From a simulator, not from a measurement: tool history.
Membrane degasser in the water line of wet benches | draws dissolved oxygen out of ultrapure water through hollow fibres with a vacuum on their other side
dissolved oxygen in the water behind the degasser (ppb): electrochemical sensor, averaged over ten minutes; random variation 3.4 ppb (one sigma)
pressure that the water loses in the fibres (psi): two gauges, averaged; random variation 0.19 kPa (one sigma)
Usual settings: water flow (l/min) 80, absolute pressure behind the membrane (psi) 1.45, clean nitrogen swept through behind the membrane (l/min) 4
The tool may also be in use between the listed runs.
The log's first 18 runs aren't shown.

run	hour	water flow (l/min)	absolute pressure behind the membrane (psi)	clean nitrogen swept through behind the membrane (l/min)	dissolved oxygen in the water behind the degasser (ppb)	pressure that the water loses in the fibres (psi)
19	843.7	91	1.57	4	436.2	6.122
20	892.8	80	1.8	10.06	223.8	5.362
21	924.2	61	1.45	10.63	117	4.161
22	950.6	61	1.45	10.63	116.9	4.142
23	990.1	61	1.45	10.63	116.5	4.107
# hour 1003.4: gauge calibrated
24	1022.5	56	2.96	4.24	516.3	3.697
25	1072.9	126	1.44	1.82	888.9	8.332
26	1137.2	126	1.44	1.82	889.1	8.302
27	1184.4	58	2.7	1.82	962.6	3.832
28	1243.9	58	2.7	1.82	947.5	3.867
29	1286.3	58	2.7	1.82	946.3	3.845
30	1347.1	127	1.93	4	776.3	8.44
31	1408.3	101	3.21	3.33	1146.9	6.731

4 ways to go on from here, each from the tool as it stands after run 31. What would each give?
A	1436.3	80	1.45	1.64	?	?
B	1436.3	48	1.96	2.52	?	?
C	1436.3	101	1.45	4	?	?
D	1436.3	61	1.36	3.67	?	?

run	dissolved oxygen in the water behind the degasser (ppb)	pressure that the water loses in the fibres (psi)
A	640.9	5.311
B	424.6	3.215
C	446.6	6.731
D	251.5	4.026
Without the tool's hidden state the same runs would have given:
run	dissolved oxygen in the water behind the degasser (ppb)	pressure that the water loses in the fibres (psi)
A	640.2	5.246
B	424.2	3.176
C	446.1	6.649
D	251.1	3.975

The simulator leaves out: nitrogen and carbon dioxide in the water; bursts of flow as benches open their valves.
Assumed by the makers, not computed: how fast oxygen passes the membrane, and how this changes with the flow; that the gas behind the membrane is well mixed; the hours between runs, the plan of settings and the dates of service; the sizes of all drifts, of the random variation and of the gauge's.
